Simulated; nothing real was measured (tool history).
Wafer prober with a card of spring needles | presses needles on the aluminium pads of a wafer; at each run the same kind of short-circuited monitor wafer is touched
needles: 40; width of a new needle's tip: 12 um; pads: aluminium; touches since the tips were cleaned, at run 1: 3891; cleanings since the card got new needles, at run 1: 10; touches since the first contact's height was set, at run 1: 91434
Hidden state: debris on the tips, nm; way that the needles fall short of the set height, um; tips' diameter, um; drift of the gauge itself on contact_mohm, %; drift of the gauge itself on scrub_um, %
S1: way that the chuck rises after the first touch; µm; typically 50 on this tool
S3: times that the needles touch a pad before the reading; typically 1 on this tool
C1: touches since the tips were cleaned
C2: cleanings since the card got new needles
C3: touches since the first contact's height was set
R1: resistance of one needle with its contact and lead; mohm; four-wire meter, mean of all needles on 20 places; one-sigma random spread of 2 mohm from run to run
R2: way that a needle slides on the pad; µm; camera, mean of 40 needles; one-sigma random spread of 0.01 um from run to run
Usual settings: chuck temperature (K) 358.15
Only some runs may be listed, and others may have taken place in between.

Run 1, hour 0.0: usual settings; C1 3891; C2 10; C3 91434. Result: R1 205 mohm, R2 6.21 µm.
Run 2, hour 6.5: usual settings; C1 6742; C2 10; C3 94285. Result: R1 210 mohm, R2 6.19 µm.
At hour 8.4: tips cleaned on abrasive film.
Run 3, hour 14.1: usual settings; C1 2469; C2 11; C3 97543. Result: R1 211 mohm, R2 6.19 µm.
At hour 25.9: tips cleaned on abrasive film.
Run 4, hour 26.3: usual settings; C1 180; C2 12; C3 102832. Result: R1 212 mohm, R2 6.17 µm.
Run 5, hour 39.8: usual settings but S1 43 µm; C1 6098; C2 12; C3 108750. Result: R1 213 mohm, R2 5.32 µm.
At hour 43.0: tips cleaned on abrasive film.
Run 6, hour 49.3: usual settings; C1 2783; C2 13; C3 112875. Result: R1 211 mohm, R2 6.19 µm.
At hour 60.0: tips cleaned on abrasive film.
Run 7, hour 63.1: usual settings; C1 1320; C2 14; C3 118832. Result: R1 208 mohm, R2 6.19 µm.
Run 8, hour 73.7: usual settings but chuck temperature (K) 383.15; C1 5961; C2 14; C3 123473. Result: R1 218 mohm, R2 6.18 µm.
At hour 77.0: tips cleaned on abrasive film.
Run 9, hour 81.9: usual settings but S1 38 µm; C1 2126; C2 15; C3 127032. Result: R1 213 mohm, R2 4.67 µm.
Run 10, hour 93.0: usual settings but S1 38 µm; C1 6966; C2 15; C3 131872. Result: R1 217 mohm, R2 4.69 µm.
At hour 94.9: tips cleaned on abrasive film.
Run 11, hour 101.0: usual settings but S1 38 µm; C1 2691; C2 16; C3 135340. Result: R1 212 mohm, R2 4.68 µm.
At hour 111.9: tips cleaned on abrasive film.
Run 12, hour 115.2: usual settings but S1 38 µm; C1 1446; C2 17; C3 141508. Result: R1 217 mohm, R2 4.68 µm.
Run 13, hour 123.1: usual settings but S1 38 µm; C1 4876; C2 17; C3 144938. Result: R1 216 mohm, R2 4.67 µm.
At hour 129.5: tips cleaned on abrasive film.
Run 14, hour 129.5: usual settings but S3 2; C1 0; C2 18; C3 147696. Result: R1 213 mohm, R2 6.13 µm.
At hour 130.6: gauge calibrated.
Run 15, hour 137.4: usual settings but chuck temperature (K) 314.15, S3 2; C1 3483; C2 18; C3 151179. Result: R1 199 mohm, R2 6.20 µm.
At hour 146.5: tips cleaned on abrasive film.
Run 16, hour 149.4: usual settings but S1 48 µm, chuck temperature (K) 396.15; C1 1263; C2 19; C3 156366. Result: R1 217 mohm, R2 5.96 µm.
At hour 158.5: height of the first contact set anew.
Run 17, hour 161.4: usual settings but S1 61 µm, S3 2; C1 6396; C2 19; C3 1266. Result: R1 212 mohm, R2 7.55 µm.
At hour 163.9: tips cleaned on abrasive film.
Run 18, hour 172.6: usual settings but S1 56 µm, S3 3; C1 3790; C2 20; C3 6097. Result: R1 205 mohm, R2 6.92 µm.
At hour 181.3: tips cleaned on abrasive film.
Run 19, hour 183.1: usual settings but S1 56 µm, chuck temperature (K) 374.15, S3 3; C1 791; C2 21; C3 10667. Result: R1 212 mohm, R2 6.92 µm.
Run 20, hour 192.2: usual settings but chuck temperature (K) 376.15, S3 2; C1 4768; C2 21; C3 14644. Result: R1 214 mohm, R2 6.18 µm.
At hour 198.8: tips cleaned on abrasive film.
Run 21, hour 202.4: usual settings but S1 47 µm, chuck temperature (K) 382.15; C1 1568; C2 22; C3 19038. Result: R1 216 mohm, R2 5.81 µm.
Run 22, hour 214.6: usual settings but S1 47 µm, chuck temperature (K) 382.15; C1 6927; C2 22; C3 24397. Result: R1 220 mohm, R2 5.81 µm.
At hour 215.6: tips cleaned on abrasive film.
Run 23, hour 228.4: usual settings but chuck temperature (K) 371.15, S3 3; C1 5603; C2 23; C3 30392. Result: R1 215 mohm, R2 6.18 µm.
At hour 233.0: tips cleaned on abrasive film.
Run 24, hour 236.7: usual settings but chuck temperature (K) 372.15, S3 2; C1 1629; C2 24; C3 33980. Result: R1 214 mohm, R2 6.13 µm.
Run 25, hour 243.6: usual settings but S1 32 µm, chuck temperature (K) 320.15; C1 4641; C2 24; C3 36992. Result: R1 210 mohm, R2 3.94 µm.
At hour 250.0: tips cleaned on abrasive film.
Run 26, hour 251.9: usual settings but S1 37 µm, chuck temperature (K) 313.15; C1 835; C2 25; C3 40586. Result: R1 206 mohm, R2 4.55 µm.

What if the next run were any one of these 4? Each begins from the tool's condition after run 26:
Run A, hour 259.0: usual settings but S1 33 µm, chuck temperature (K) 313.15; C1 3911; C2 25; C3 43662. Result: R1 ?, R2 ?.
Run B, hour 259.0: usual settings; C1 3911; C2 25; C3 43662. Result: R1 ?, R2 ?.
Run C, hour 259.0: usual settings but S1 54 µm, chuck temperature (K) 327.15; C1 3911; C2 25; C3 43662. Result: R1 ?, R2 ?.
Run D, hour 259.0: usual settings but S1 42 µm, chuck temperature (K) 392.15, S3 3; C1 3911; C2 25; C3 43662. Result: R1 ?, R2 ?.

run   R1    R2
  A  208  4.05
  B  211  6.14
  C  203  6.64
  D  221  5.15
Without the tool's unlogged condition, the same runs would have read:
run   R1    R2
  A  207  4.09
  B  211  6.20
  C  203  6.70
  D  220  5.20
